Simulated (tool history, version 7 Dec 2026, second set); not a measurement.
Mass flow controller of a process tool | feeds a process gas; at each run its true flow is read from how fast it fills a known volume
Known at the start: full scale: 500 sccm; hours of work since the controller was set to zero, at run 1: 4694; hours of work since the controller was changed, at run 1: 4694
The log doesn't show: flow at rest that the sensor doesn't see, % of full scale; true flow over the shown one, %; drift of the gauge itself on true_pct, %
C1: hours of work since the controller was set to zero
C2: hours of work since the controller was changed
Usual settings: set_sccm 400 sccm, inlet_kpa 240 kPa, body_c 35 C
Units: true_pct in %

run 1 day=0.000 | set_sccm=400 inlet_kpa=240 body_c=35 | C1=4694 C2=4694 | true_pct=101.68
run 2 day=4.867 | set_sccm=400 inlet_kpa=240 body_c=35 | C1=4783 C2=4783 | true_pct=101.74
run 3 day=10.650 | set_sccm=95 inlet_kpa=240 body_c=35 | C1=4889 C2=4889 | true_pct=104.99
run 4 day=17.138 | set_sccm=95 inlet_kpa=240 body_c=35 | C1=5008 C2=5008 | true_pct=105.17
run 5 day=22.871 | set_sccm=400 inlet_kpa=240 body_c=35 | C1=5113 C2=5113 | true_pct=101.86
run 6 day=28.862 | set_sccm=400 inlet_kpa=240 body_c=35 | C1=5222 C2=5222 | true_pct=102.04
run 7 day=34.421 | set_sccm=400 inlet_kpa=240 body_c=35 | C1=5324 C2=5324 | true_pct=102.06
run 8 day=40.708 | set_sccm=400 inlet_kpa=240 body_c=35 | C1=5439 C2=5439 | true_pct=102.14
run 9 day=43.796 | set_sccm=489 inlet_kpa=240 body_c=35 | C1=5495 C2=5495 | true_pct=102.07
run 10 day=48.142 | set_sccm=489 inlet_kpa=240 body_c=35 | C1=5575 C2=5575 | true_pct=102.22
run 11 day=54.362 | set_sccm=77 inlet_kpa=233 body_c=32 | C1=5689 C2=5689 | true_pct=107.87
run 12 day=57.296 | set_sccm=182 inlet_kpa=240 body_c=22 | C1=5742 C2=5742 | true_pct=104.70
run 13 day=63.492 | set_sccm=182 inlet_kpa=240 body_c=22 | C1=5855 C2=5855 | true_pct=104.63
run 14 day=68.938 | set_sccm=64 inlet_kpa=182 body_c=26 | C1=5955 C2=5955 | true_pct=110.16
run 15 day=74.508 | set_sccm=288 inlet_kpa=279 body_c=23 | C1=6057 C2=6057 | true_pct=104.00
run 16 day=77.962 | set_sccm=288 inlet_kpa=279 body_c=23 | C1=6120 C2=6120 | true_pct=104.09
run 17 day=82.171 | set_sccm=467 inlet_kpa=169 body_c=23 | C1=6197 C2=6197 | true_pct=103.20
run 18 day=86.462 | set_sccm=60 inlet_kpa=227 body_c=24 | C1=6276 C2=6276 | true_pct=111.62
run 19 day=91.125 | set_sccm=60 inlet_kpa=227 body_c=24 | C1=6361 C2=6361 | true_pct=111.90

Forecast each of these 5 alternatives for the next run:
run A day=94.992 | set_sccm=129 inlet_kpa=144 body_c=24 | C1=6431 C2=6431 | true_pct=?
run B day=94.992 | set_sccm=155 inlet_kpa=187 body_c=39 | C1=6431 C2=6431 | true_pct=?
run C day=94.992 | set_sccm=133 inlet_kpa=227 body_c=24 | C1=6431 C2=6431 | true_pct=?
run D day=94.992 | set_sccm=81 inlet_kpa=274 body_c=36 | C1=6431 C2=6431 | true_pct=?
run E day=94.992 | set_sccm=84 inlet_kpa=261 body_c=30 | C1=6431 C2=6431 | true_pct=?

run=A true_pct=106.02
run=B true_pct=104.11
run=C true_pct=106.28
run=D true_pct=108.55
run=E true_pct=108.68
Without the tool's hidden state the same runs would have given:
run=A true_pct=99.01
run=B true_pct=97.96
run=C true_pct=99.41
run=D true_pct=98.52
run=E true_pct=98.93
